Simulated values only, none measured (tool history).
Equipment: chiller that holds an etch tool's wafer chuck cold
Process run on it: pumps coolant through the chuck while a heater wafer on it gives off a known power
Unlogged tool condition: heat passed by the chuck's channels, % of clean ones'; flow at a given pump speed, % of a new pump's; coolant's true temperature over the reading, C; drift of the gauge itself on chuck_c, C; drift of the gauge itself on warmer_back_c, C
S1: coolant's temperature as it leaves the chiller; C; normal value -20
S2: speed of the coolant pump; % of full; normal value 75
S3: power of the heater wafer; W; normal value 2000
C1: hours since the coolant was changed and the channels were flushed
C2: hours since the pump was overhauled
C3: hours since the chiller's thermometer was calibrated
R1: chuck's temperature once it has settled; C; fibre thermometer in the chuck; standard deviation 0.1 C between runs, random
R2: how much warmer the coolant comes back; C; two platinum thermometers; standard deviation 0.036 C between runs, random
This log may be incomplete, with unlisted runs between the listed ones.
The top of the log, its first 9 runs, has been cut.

{"run": 10, "hour": 290.8, "S1": -20, "S2": 73, "S3": 2000, "C1": 944, "C2": 1388, "C3": 339, "R1": 1.1, "R2": 6.52}
{"run": 11, "hour": 313.1, "S1": -20, "S2": 73, "S3": 2000, "C1": 967, "C2": 1410, "C3": 361, "R1": 1, "R2": 6.56}
{"run": 12, "hour": 336.3, "S1": -20, "S2": 73, "S3": 2000, "C1": 990, "C2": 1434, "C3": 384, "R1": 1, "R2": 6.53}
{"run": 13, "hour": 356.9, "S1": -20, "S2": 75, "S3": 2607, "C1": 1011, "C2": 1454, "C3": 405, "R1": 7.1, "R2": 8.31}
{"run": 14, "hour": 388.8, "S1": -20, "S2": 75, "S3": 2607, "C1": 1042, "C2": 1486, "C3": 437, "R1": 7, "R2": 8.3}
{"run": 15, "hour": 410.5, "S1": -20, "S2": 89, "S3": 2607, "C1": 1064, "C2": 1508, "C3": 459, "R1": 4.5, "R2": 7.02}
{"run": 16, "hour": 428.6, "S1": -20, "S2": 89, "S3": 2607, "C1": 1082, "C2": 1526, "C3": 477, "R1": 4.5, "R2": 7}
{"run": 17, "hour": 465.0, "S1": -18, "S2": 89, "S3": 2607, "C1": 1119, "C2": 1562, "C3": 513, "R1": 6.6, "R2": 7.02}
{"run": 18, "hour": 496.3, "S1": -29, "S2": 70, "S3": 1225, "C1": 1150, "C2": 1594, "C3": 544, "R1": -15.9, "R2": 4.15}
{"run": 19, "hour": 518.2, "S1": -20, "S2": 65, "S3": 2051, "C1": 1172, "C2": 1616, "C3": 566, "R1": 3.3, "R2": 7.64}
{"run": 20, "hour": 540.6, "S1": -11, "S2": 68, "S3": 2000, "C1": 1194, "C2": 1638, "C3": 589, "R1": 11.2, "R2": 7.06}
{"run": 21, "hour": 580.4, "S1": -20, "S2": 97, "S3": 1382, "C1": 1234, "C2": 1678, "C3": 628, "R1": -7.7, "R2": 3.38}
{"run": 22, "hour": 609.3, "S1": -20, "S2": 93, "S3": 2000, "C1": 1263, "C2": 1707, "C3": 657, "R1": -1.7, "R2": 5.13}
{"run": 23, "hour": 627.8, "S1": -20, "S2": 72, "S3": 2469, "C1": 1281, "C2": 1725, "C3": 676, "R1": 6.3, "R2": 8.24}
{"run": 24, "hour": 652.9, "S1": -20, "S2": 72, "S3": 2469, "C1": 1307, "C2": 1750, "C3": 701, "R1": 6.1, "R2": 8.19}
{"run": 25, "hour": 678.0, "S1": -20, "S2": 74, "S3": 2000, "C1": 1332, "C2": 1775, "C3": 726, "R1": 1, "R2": 6.55}
{"run": 26, "hour": 702.5, "S1": -20, "S2": 75, "S3": 2017, "C1": 1356, "C2": 1800, "C3": 751, "R1": 0.9, "R2": 6.44}
{"run": 27, "hour": 736.1, "S1": -25, "S2": 75, "S3": 2017, "C1": 1390, "C2": 1833, "C3": 784, "R1": -3.9, "R2": 6.4}
{"run": 28, "hour": 759.5, "S1": -23, "S2": 94, "S3": 1183, "C1": 1413, "C2": 1857, "C3": 808, "R1": -12.2, "R2": 2.96}
{"run": 29, "hour": 794.2, "S1": -23, "S2": 64, "S3": 1183, "C1": 1448, "C2": 1891, "C3": 842, "R1": -9.6, "R2": 4.42}
{"run": 30, "hour": 818.3, "S1": -20, "S2": 75, "S3": 2000, "C1": 1472, "C2": 1916, "C3": 866, "R1": 0.8, "R2": 6.36}
{"run": 31, "hour": 844.8, "S1": -12, "S2": 79, "S3": 1811, "C1": 1498, "C2": 1942, "C3": 893, "R1": 6.3, "R2": 5.55}

Consider 4 possible next runs. They are alternatives, not a sequence: every one starts from the tool as it was left by run 31. What does each give?
{"run": "A", "hour": 887.4, "S1": -12, "S2": 95, "S3": 1811, "C1": 1541, "C2": 1985, "C3": 935, "R1": "?", "R2": "?"}
{"run": "B", "hour": 887.4, "S1": -11, "S2": 92, "S3": 1492, "C1": 1541, "C2": 1985, "C3": 935, "R1": "?", "R2": "?"}
{"run": "C", "hour": 887.4, "S1": -22, "S2": 83, "S3": 2906, "C1": 1541, "C2": 1985, "C3": 935, "R1": "?", "R2": "?"}
{"run": "D", "hour": 887.4, "S1": -29, "S2": 62, "S3": 2774, "C1": 1541, "C2": 1985, "C3": 935, "R1": "?", "R2": "?"}

run=A R1=4.4 R2=4.58
run=B R1=2.7 R2=3.9
run=C R1=6.7 R2=8.34
run=D R1=3.4 R2=10.69
Without the tool's hidden state the same runs would have given:
run=A R1=4.4 R2=4.58
run=B R1=2.7 R2=3.89
run=C R1=6.6 R2=8.34
run=D R1=3.3 R2=10.69

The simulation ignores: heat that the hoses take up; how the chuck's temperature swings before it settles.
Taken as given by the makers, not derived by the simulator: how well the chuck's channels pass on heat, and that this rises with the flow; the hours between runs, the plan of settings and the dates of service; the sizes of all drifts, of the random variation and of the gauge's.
